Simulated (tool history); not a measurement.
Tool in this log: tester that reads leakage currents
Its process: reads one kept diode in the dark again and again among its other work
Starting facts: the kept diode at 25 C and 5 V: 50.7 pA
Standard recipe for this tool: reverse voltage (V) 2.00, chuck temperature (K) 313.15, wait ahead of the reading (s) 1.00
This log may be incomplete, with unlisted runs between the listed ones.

| run | hour | reverse voltage (V) | chuck temperature (K) | wait ahead of the reading (s) | current that the tester gives (pA) |
|---|---|---|---|---|---|
| 1 | 0.0 | 2.00 | 313.15 | 1.00 | 117.09 |
| 2 | 169.6 | 2.00 | 313.15 | 1.00 | 117.03 |
| 3 | 273.7 | 2.00 | 313.15 | 1.00 | 116.65 |
| 4 | 517.1 | 2.00 | 313.15 | 1.00 | 116.53 |
| 5 | 724.7 | 2.00 | 313.15 | 1.00 | 116.14 |
|  | 923.4 | chuck's temperature calibrated |
| 6 | 933.2 | 2.00 | 297.15 | 1.00 | 38.63 |
| 7 | 1132.8 | 2.00 | 297.15 | 1.00 | 39.12 |
|  | 1168.3 | probe card cleaned and baked |
| 8 | 1248.6 | 2.00 | 297.15 | 1.00 | 34.96 |
| 9 | 1448.9 | 2.00 | 297.15 | 0.46 | 35.40 |
| 10 | 1619.2 | 2.00 | 297.15 | 0.46 | 36.09 |
| 11 | 1827.8 | 2.00 | 297.15 | 0.46 | 36.23 |
| 12 | 1947.7 | 2.00 | 313.15 | 0.59 | 116.76 |
|  | 2087.6 | chuck's temperature calibrated |
| 13 | 2123.5 | 2.00 | 313.15 | 0.59 | 120.91 |
| 14 | 2232.3 | 2.00 | 317.15 | 0.59 | 160.63 |
| 15 | 2341.4 | 2.00 | 301.15 | 0.59 | 51.79 |
| 16 | 2478.8 | 2.00 | 301.15 | 0.59 | 52.00 |
|  | 2576.9 | probe card cleaned and baked |
| 17 | 2687.8 | 2.00 | 302.15 | 1.23 | 51.33 |
| 18 | 2849.2 | 4.81 | 307.15 | 0.33 | 102.55 |
| 19 | 2948.1 | 2.34 | 322.15 | 1.00 | 229.12 |
| 20 | 3186.3 | 5.14 | 313.15 | 1.00 | 160.62 |
|  | 3261.8 | chuck's temperature calibrated |
| 21 | 3322.4 | 2.00 | 313.15 | 4.27 | 119.91 |
| 22 | 3421.6 | 2.00 | 302.15 | 9.57 | 54.00 |

Forecast run 23:
| 23 | 3618.8 | 16.90 | 294.15 | 4.37 | ? |

current that the tester gives (pA): 83.33
Without the tool's hidden state the same run would have given current that the tester gives (pA) 55.52.
